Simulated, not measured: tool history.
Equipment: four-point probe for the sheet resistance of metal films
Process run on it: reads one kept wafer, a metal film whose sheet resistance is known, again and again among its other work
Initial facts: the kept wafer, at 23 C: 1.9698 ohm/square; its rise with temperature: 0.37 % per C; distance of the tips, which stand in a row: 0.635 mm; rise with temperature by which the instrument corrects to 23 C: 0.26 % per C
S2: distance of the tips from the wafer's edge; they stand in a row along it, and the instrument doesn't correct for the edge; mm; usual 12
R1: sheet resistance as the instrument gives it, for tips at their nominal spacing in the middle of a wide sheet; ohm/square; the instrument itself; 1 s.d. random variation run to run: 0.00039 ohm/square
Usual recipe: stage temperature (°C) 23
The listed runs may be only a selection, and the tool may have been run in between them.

{"run": 1, "hour": 0.0, "stage temperature (°C)": 23, "S2": 12, "R1": 1.971893}
{"run": 2, "hour": 10.4, "stage temperature (°C)": 23, "S2": 68, "R1": 1.969394}
{"run": 3, "hour": 25.4, "stage temperature (°C)": 23, "S2": 68, "R1": 1.970309}
{"run": 4, "hour": 44.3, "stage temperature (°C)": 23, "S2": 68, "R1": 1.969815}
{"run": 5, "hour": 58.2, "stage temperature (°C)": 31, "S2": 12, "R1": 1.989722}
{"run": 6, "hour": 73.5, "stage temperature (°C)": 31, "S2": 12, "R1": 1.988478}
{"run": 7, "hour": 88.4, "stage temperature (°C)": 31, "S2": 12, "R1": 1.989106}
{"run": 8, "hour": 100.4, "stage temperature (°C)": 31, "S2": 12, "R1": 1.988484}
{"run": 9, "hour": 115.2, "stage temperature (°C)": 31, "S2": 12, "R1": 1.989673}
{"run": 10, "hour": 126.3, "stage temperature (°C)": 31, "S2": 12, "R1": 1.989336}
{"run": 11, "hour": 138.8, "stage temperature (°C)": 31, "S2": 12, "R1": 1.989139}
{"run": 12, "hour": 146.9, "stage temperature (°C)": 23, "S2": 12, "R1": 1.972203}
{"run": 13, "hour": 165.5, "stage temperature (°C)": 23, "S2": 12, "R1": 1.972627}
{"run": 14, "hour": 183.0, "stage temperature (°C)": 22, "S2": 12, "R1": 1.970346}
{"run": 15, "hour": 201.0, "stage temperature (°C)": 23, "S2": 12, "R1": 1.972761}
{"run": 16, "hour": 213.3, "stage temperature (°C)": 23, "S2": 12, "R1": 1.972128}
{"run": 17, "hour": 232.8, "stage temperature (°C)": 23, "S2": 12, "R1": 1.972047}
{"run": 18, "hour": 243.6, "stage temperature (°C)": 23, "S2": 12, "R1": 1.972597}
{"run": 19, "hour": 254.1, "stage temperature (°C)": 23, "S2": 12, "R1": 1.972354}
{"run": 20, "hour": 264.6, "stage temperature (°C)": 23, "S2": 12, "R1": 1.973373}
{"run": 21, "hour": 275.7, "stage temperature (°C)": 23, "S2": 12, "R1": 1.972453}
{"run": 22, "hour": 287.9, "stage temperature (°C)": 23, "S2": 12, "R1": 1.972389}
{"run": 23, "hour": 297.1, "stage temperature (°C)": 23, "S2": 59, "R1": 1.969943}
{"run": 24, "hour": 306.6, "stage temperature (°C)": 32, "S2": 7, "R1": 1.99715}
{"run": 25, "hour": 324.7, "stage temperature (°C)": 27, "S2": 4, "R1": 2.004684}
{"run": 26, "hour": 341.9, "stage temperature (°C)": 23, "S2": 16, "R1": 1.971143}
{"run": 27, "hour": 353.1, "stage temperature (°C)": 33, "S2": 20, "R1": 1.990933}
{"run": 28, "hour": 366.3, "stage temperature (°C)": 24, "S2": 13, "R1": 1.974199}
{"run": 29, "hour": 380.1, "stage temperature (°C)": 23, "S2": 9, "R1": 1.974682}
{"run": 30, "hour": 396.3, "stage temperature (°C)": 23, "S2": 9, "R1": 1.974358}
{"run": 31, "hour": 410.3, "stage temperature (°C)": 22, "S2": 9, "R1": 1.973066}
{"run": 32, "hour": 428.3, "stage temperature (°C)": 22, "S2": 9, "R1": 1.972681}
{"run": 33, "hour": 445.2, "stage temperature (°C)": 22, "S2": 9, "R1": 1.974135}
{"run": 34, "hour": 454.1, "stage temperature (°C)": 22, "S2": 6, "R1": 1.979443}
{"run": 35, "hour": 472.2, "stage temperature (°C)": 34, "S2": 6, "R1": 2.004753}
{"run": 36, "hour": 485.9, "stage temperature (°C)": 24, "S2": 67, "R1": 1.972258}
{"run": 37, "hour": 505.2, "stage temperature (°C)": 24, "S2": 67, "R1": 1.972007}
{"run": 38, "hour": 514.9, "stage temperature (°C)": 21, "S2": 3, "R1": 2.011091}
{"run": 39, "hour": 528.9, "stage temperature (°C)": 23, "S2": 39, "R1": 1.97042}
{"run": 40, "hour": 545.5, "stage temperature (°C)": 22, "S2": 14, "R1": 1.969784}
{"run": 41, "hour": 560.9, "stage temperature (°C)": 20, "S2": 19, "R1": 1.964873}
{"run": 42, "hour": 573.8, "stage temperature (°C)": 20, "S2": 19, "R1": 1.964837}
{"run": 43, "hour": 590.8, "stage temperature (°C)": 24, "S2": 51, "R1": 1.971838}
{"run": 44, "hour": 601.8, "stage temperature (°C)": 34, "S2": 4, "R1": 2.019068}
{"run": 45, "hour": 616.8, "stage temperature (°C)": 24, "S2": 62, "R1": 1.971984}

Not shown: 1 entry that the log had between the listed runs. Between which runs, and how does the tool's hidden state differ before and after?
In the gap between runs 13 and 14: stage's thermometer calibrated (hour 176.2)
  wafer's true temperature over the reading, C: -0.01 -> 0

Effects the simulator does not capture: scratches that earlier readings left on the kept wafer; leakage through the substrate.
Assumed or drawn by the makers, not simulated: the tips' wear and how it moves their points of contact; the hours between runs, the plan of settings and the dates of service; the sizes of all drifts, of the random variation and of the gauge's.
